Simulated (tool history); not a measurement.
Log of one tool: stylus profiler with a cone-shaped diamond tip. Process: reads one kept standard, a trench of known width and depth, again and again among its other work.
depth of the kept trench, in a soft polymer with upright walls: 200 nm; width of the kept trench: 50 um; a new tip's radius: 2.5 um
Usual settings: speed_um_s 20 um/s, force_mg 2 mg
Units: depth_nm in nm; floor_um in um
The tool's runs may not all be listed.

| run | hour | speed_um_s | force_mg | depth_nm | floor_um |
|---|---|---|---|---|---|
| 1 | 0 | 20 | 2 | 202 | 47.75 |
| 2 | 26.6 | 20 | 2 | 202.3 | 47.69 |
| 3 | 50.6 | 20 | 2 | 202.37 | 47.72 |
| 4 | 78.3 | 20 | 2 | 202.09 | 47.75 |
| 5 | 107.4 | 20 | 5.3 | 204.37 | 47.79 |
| 6 | 138.1 | 20 | 5.3 | 204.39 | 47.82 |
| 7 | 169.2 | 20 | 5.3 | 204.61 | 47.76 |
| 8 | 184.3 | 42 | 5.3 | 204.43 | 47.7 |
| 9 | 208.6 | 66 | 2 | 202.14 | 47.59 |
| 10 | 224 | 66 | 2 | 202.13 | 47.57 |
| 11 | 248.9 | 66 | 2 | 202.09 | 47.62 |
| 12 | 264.7 | 66 | 2 | 202.2 | 47.54 |
| 13 | 292.6 | 66 | 2 | 202.12 | 47.51 |
| 14 | 325.7 | 66 | 2 | 202.06 | 47.6 |
| 15 | 354.2 | 69 | 2 | 202.16 | 47.49 |
| 16 | 374 | 69 | 2 | 202.08 | 47.54 |
| 17 | 390.5 | 69 | 2 | 202.11 | 47.55 |
| 18 | 425.5 | 69 | 2.27 | 202.44 | 47.54 |
| 19 | 447.6 | 69 | 2.27 | 202.24 | 47.5 |
| 20 | 464.5 | 69 | 2.27 | 202.35 | 47.57 |
| 21 | 485.1 | 69 | 2.27 | 202.28 | 47.5 |
| 22 | 515.8 | 20 | 2 | 202.02 | 47.68 |
|  | 518.2 | height scale calibrated on a step standard |
| 23 | 543.2 | 20 | 2 | 201.81 | 47.68 |
| 24 | 579.3 | 15 | 2.26 | 202.11 | 47.68 |
| 25 | 610.6 | 8 | 2.26 | 202.15 | 47.7 |
| 26 | 630.1 | 20 | 0.92 | 200.86 | 47.61 |
| 27 | 645.1 | 20 | 0.92 | 200.86 | 47.65 |
| 28 | 662.1 | 7 | 3 | 202.85 | 47.68 |
| 29 | 683.5 | 66 | 3.88 | 203.31 | 47.55 |
| 30 | 719.1 | 66 | 3.88 | 203.19 | 47.57 |
|  | 733.3 | height scale calibrated on a step standard, once more |
| 31 | 755.6 | 55 | 1.21 | 201.85 | 47.45 |
| 32 | 775.7 | 20 | 5.71 | 205.2 | 47.67 |
| 33 | 799.1 | 20 | 5.71 | 204.99 | 47.67 |
| 34 | 826.2 | 75 | 3.61 | 203.78 | 47.51 |
| 35 | 855.4 | 75 | 1.09 | 201.7 | 47.37 |
| 36 | 883.9 | 20 | 3.02 | 203.15 | 47.64 |
| 37 | 910.2 | 20 | 3.02 | 203.42 | 47.63 |
| 38 | 942.9 | 48 | 1.18 | 201.74 | 47.49 |
| 39 | 978.8 | 48 | 1.18 | 201.55 | 47.46 |
| 40 | 1006.4 | 48 | 1.18 | 201.62 | 47.43 |
| 41 | 1023.4 | 31 | 2.96 | 203.14 | 47.58 |
| 42 | 1053 | 44 | 0.88 | 201.24 | 47.45 |
| 43 | 1078.6 | 44 | 0.88 | 201.41 | 47.41 |
| 44 | 1094.4 | 42 | 0.88 | 201.3 | 47.44 |
| 45 | 1119.6 | 42 | 0.88 | 201.24 | 47.42 |

Measured less the same run without the tool's hidden state. The same run-to-run variation is in both; the gauge's scatter may not be:
The hidden state here: radius of the tip, um; height scale over the true one, %; drift of the gauge itself on depth_nm, %; drift of the gauge itself on floor_um, %.
| run | depth_nm | floor_um |
|---|---|---|
| 1 | -0.3 | -0.19 |
| 2 | -0.3 | -0.19 |
| 3 | -0.3 | -0.2 |
| 4 | -0.31 | -0.21 |
| 5 | -0.33 | -0.22 |
| 6 | -0.33 | -0.21 |
| 7 | -0.34 | -0.22 |
| 8 | -0.34 | -0.22 |
| 9 | -0.34 | -0.23 |
| 10 | -0.35 | -0.24 |
| 11 | -0.35 | -0.24 |
| 12 | -0.36 | -0.24 |
| 13 | -0.37 | -0.25 |
| 14 | -0.38 | -0.25 |
| 15 | -0.39 | -0.26 |
| 16 | -0.39 | -0.26 |
| 17 | -0.4 | -0.27 |
| 18 | -0.41 | -0.27 |
| 19 | -0.41 | -0.27 |
| 20 | -0.42 | -0.28 |
| 21 | -0.42 | -0.29 |
| 22 | -0.43 | -0.29 |
| 23 | -0.59 | -0.29 |
| 24 | -0.6 | -0.3 |
| 25 | -0.61 | -0.31 |
| 26 | -0.62 | -0.31 |
| 27 | -0.62 | -0.31 |
| 28 | -0.63 | -0.32 |
| 29 | -0.63 | -0.32 |
| 30 | -0.64 | -0.33 |
| 31 | -0.02 | -0.33 |
| 32 | -0.02 | -0.34 |
| 33 | -0.03 | -0.34 |
| 34 | -0.04 | -0.35 |
| 35 | -0.05 | -0.35 |
| 36 | -0.06 | -0.36 |
| 37 | -0.06 | -0.36 |
| 38 | -0.07 | -0.37 |
| 39 | -0.08 | -0.38 |
| 40 | -0.08 | -0.38 |
| 41 | -0.09 | -0.38 |
| 42 | -0.1 | -0.39 |
| 43 | -0.1 | -0.39 |
| 44 | -0.11 | -0.4 |
| 45 | -0.12 | -0.4 |

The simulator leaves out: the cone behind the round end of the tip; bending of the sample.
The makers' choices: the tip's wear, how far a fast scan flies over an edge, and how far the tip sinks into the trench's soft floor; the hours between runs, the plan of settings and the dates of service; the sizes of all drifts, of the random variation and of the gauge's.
